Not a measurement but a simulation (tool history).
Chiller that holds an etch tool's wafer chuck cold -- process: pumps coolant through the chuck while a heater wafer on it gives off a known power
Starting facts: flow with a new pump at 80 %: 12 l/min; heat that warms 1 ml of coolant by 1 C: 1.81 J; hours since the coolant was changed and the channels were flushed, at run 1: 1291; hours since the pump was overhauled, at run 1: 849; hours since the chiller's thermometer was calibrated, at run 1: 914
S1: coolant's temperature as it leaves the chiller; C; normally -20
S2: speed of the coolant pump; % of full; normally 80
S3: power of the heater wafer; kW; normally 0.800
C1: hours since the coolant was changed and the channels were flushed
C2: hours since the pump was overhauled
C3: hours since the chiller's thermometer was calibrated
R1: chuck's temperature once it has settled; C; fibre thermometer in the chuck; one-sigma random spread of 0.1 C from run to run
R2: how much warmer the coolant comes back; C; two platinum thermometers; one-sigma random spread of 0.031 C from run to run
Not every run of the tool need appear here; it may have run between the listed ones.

{"run": 1, "day": 0.0, "S1": -20, "S2": 80, "S3": 0.8, "C1": 1291, "C2": 849, "C3": 914, "R1": -9.1, "R2": 2.27}
{"run": 2, "day": 0.771, "S1": -20, "S2": 80, "S3": 0.8, "C1": 1310, "C2": 867, "C3": 933, "R1": -9.0, "R2": 2.29}
{"run": 3, "day": 2.271, "S1": -20, "S2": 73, "S3": 0.8, "C1": 1346, "C2": 903, "C3": 969, "R1": -8.2, "R2": 2.5}
{"run": 4, "day": 3.238, "S1": -20, "S2": 73, "S3": 0.8, "C1": 1369, "C2": 926, "C3": 992, "R1": -8.3, "R2": 2.55}
{"run": 5, "day": 5.058, "S1": -23, "S2": 73, "S3": 0.8, "C1": 1413, "C2": 970, "C3": 1036, "R1": -11.3, "R2": 2.54}
{"run": 6, "day": 6.633, "S1": -20, "S2": 80, "S3": 0.8, "C1": 1451, "C2": 1008, "C3": 1073, "R1": -8.7, "R2": 2.28}
{"run": 7, "day": 7.892, "S1": -20, "S2": 80, "S3": 0.8, "C1": 1481, "C2": 1038, "C3": 1104, "R1": -8.9, "R2": 2.27}
{"run": 8, "day": 9.771, "S1": -20, "S2": 80, "S3": 0.8, "C1": 1526, "C2": 1083, "C3": 1149, "R1": -8.7, "R2": 2.28}
{"run": 9, "day": 11.171, "S1": -20, "S2": 80, "S3": 0.8, "C1": 1559, "C2": 1117, "C3": 1182, "R1": -8.7, "R2": 2.32}
{"run": 10, "day": 12.625, "S1": -20, "S2": 80, "S3": 0.8, "C1": 1594, "C2": 1152, "C3": 1217, "R1": -8.7, "R2": 2.33}
{"run": 11, "day": 14.308, "S1": -20, "S2": 80, "S3": 0.8, "C1": 1635, "C2": 1192, "C3": 1258, "R1": -8.6, "R2": 2.33}
{"run": 12, "day": 16.0, "S1": -20, "S2": 80, "S3": 0.8, "C1": 1675, "C2": 1233, "C3": 1298, "R1": -8.4, "R2": 2.34}
{"run": 13, "day": 17.45, "S1": -20, "S2": 80, "S3": 0.8, "C1": 1710, "C2": 1267, "C3": 1333, "R1": -8.8, "R2": 2.27}
{"run": 14, "day": 18.946, "S1": -26, "S2": 80, "S3": 0.8, "C1": 1746, "C2": 1303, "C3": 1369, "R1": -14.6, "R2": 2.34}
{"run": 15, "day": 20.142, "S1": -26, "S2": 80, "S3": 0.8, "C1": 1775, "C2": 1332, "C3": 1398, "R1": -14.6, "R2": 2.32}
{"run": 16, "day": 21.862, "S1": -26, "S2": 80, "S3": 0.8, "C1": 1816, "C2": 1373, "C3": 1439, "R1": -14.6, "R2": 2.33}
{"run": 17, "day": 23.425, "S1": -26, "S2": 87, "S3": 0.673, "C1": 1854, "C2": 1411, "C3": 1476, "R1": -16.7, "R2": 1.79}
{"run": 18, "day": 24.421, "S1": -29, "S2": 87, "S3": 0.673, "C1": 1877, "C2": 1435, "C3": 1500, "R1": -19.8, "R2": 1.79}
{"run": 19, "day": 26.275, "S1": -24, "S2": 87, "S3": 0.673, "C1": 1922, "C2": 1479, "C3": 1545, "R1": -14.5, "R2": 1.76}
{"run": 20, "day": 27.733, "S1": -22, "S2": 93, "S3": 0.673, "C1": 1957, "C2": 1514, "C3": 1580, "R1": -12.8, "R2": 1.64}
{"run": 21, "day": 28.517, "S1": -20, "S2": 84, "S3": 0.8, "C1": 1976, "C2": 1533, "C3": 1599, "R1": -8.6, "R2": 2.24}
{"run": 22, "day": 29.308, "S1": -16, "S2": 60, "S3": 0.479, "C1": 1995, "C2": 1552, "C3": 1618, "R1": -7.2, "R2": 1.83}
{"run": 23, "day": 30.408, "S1": -12, "S2": 80, "S3": 0.472, "C1": 2021, "C2": 1578, "C3": 1644, "R1": -5.0, "R2": 1.34}
{"run": 24, "day": 31.458, "S1": -12, "S2": 80, "S3": 0.472, "C1": 2046, "C2": 1604, "C3": 1669, "R1": -5.0, "R2": 1.33}
{"run": 25, "day": 32.4, "S1": -25, "S2": 62, "S3": 0.896, "C1": 2069, "C2": 1626, "C3": 1692, "R1": -9.1, "R2": 3.38}
{"run": 26, "day": 34.121, "S1": -13, "S2": 62, "S3": 0.896, "C1": 2110, "C2": 1667, "C3": 1733, "R1": 3.0, "R2": 3.38}
{"run": 27, "day": 35.175, "S1": -10, "S2": 80, "S3": 1.118, "C1": 2136, "C2": 1693, "C3": 1758, "R1": 6.5, "R2": 3.27}
{"run": 28, "day": 36.288, "S1": -12, "S2": 82, "S3": 0.582, "C1": 2162, "C2": 1719, "C3": 1785, "R1": -3.3, "R2": 1.64}
{"run": 29, "day": 38.079, "S1": -21, "S2": 61, "S3": 0.8, "C1": 2205, "C2": 1762, "C3": 1828, "R1": -6.4, "R2": 3.06}
{"run": 30, "day": 39.304, "S1": -23, "S2": 80, "S3": 0.8, "C1": 2235, "C2": 1792, "C3": 1857, "R1": -11.0, "R2": 2.36}
{"run": 31, "day": 40.358, "S1": -23, "S2": 80, "S3": 0.8, "C1": 2260, "C2": 1817, "C3": 1883, "R1": -10.9, "R2": 2.37}

Predict each of these 3 candidate next runs independently; none follows another, all start after run 31:
{"run": "A", "day": 41.292, "S1": -23, "S2": 87, "S3": 0.969, "C1": 2282, "C2": 1840, "C3": 1905, "R1": "?", "R2": "?"}
{"run": "B", "day": 41.292, "S1": -20, "S2": 93, "S3": 0.987, "C1": 2282, "C2": 1840, "C3": 1905, "R1": "?", "R2": "?"}
{"run": "C", "day": 41.292, "S1": -18, "S2": 66, "S3": 0.427, "C1": 2282, "C2": 1840, "C3": 1905, "R1": "?", "R2": "?"}

run=A R1=-9.3 R2=2.67
run=B R1=-6.5 R2=2.48
run=C R1=-10.4 R2=1.55
The same runs, with their run-to-run variation unchanged, on a tool lacking any hidden condition would have given:
run=A R1=-12.0 R2=2.49
run=B R1=-9.2 R2=2.31
run=C R1=-12.1 R2=1.44

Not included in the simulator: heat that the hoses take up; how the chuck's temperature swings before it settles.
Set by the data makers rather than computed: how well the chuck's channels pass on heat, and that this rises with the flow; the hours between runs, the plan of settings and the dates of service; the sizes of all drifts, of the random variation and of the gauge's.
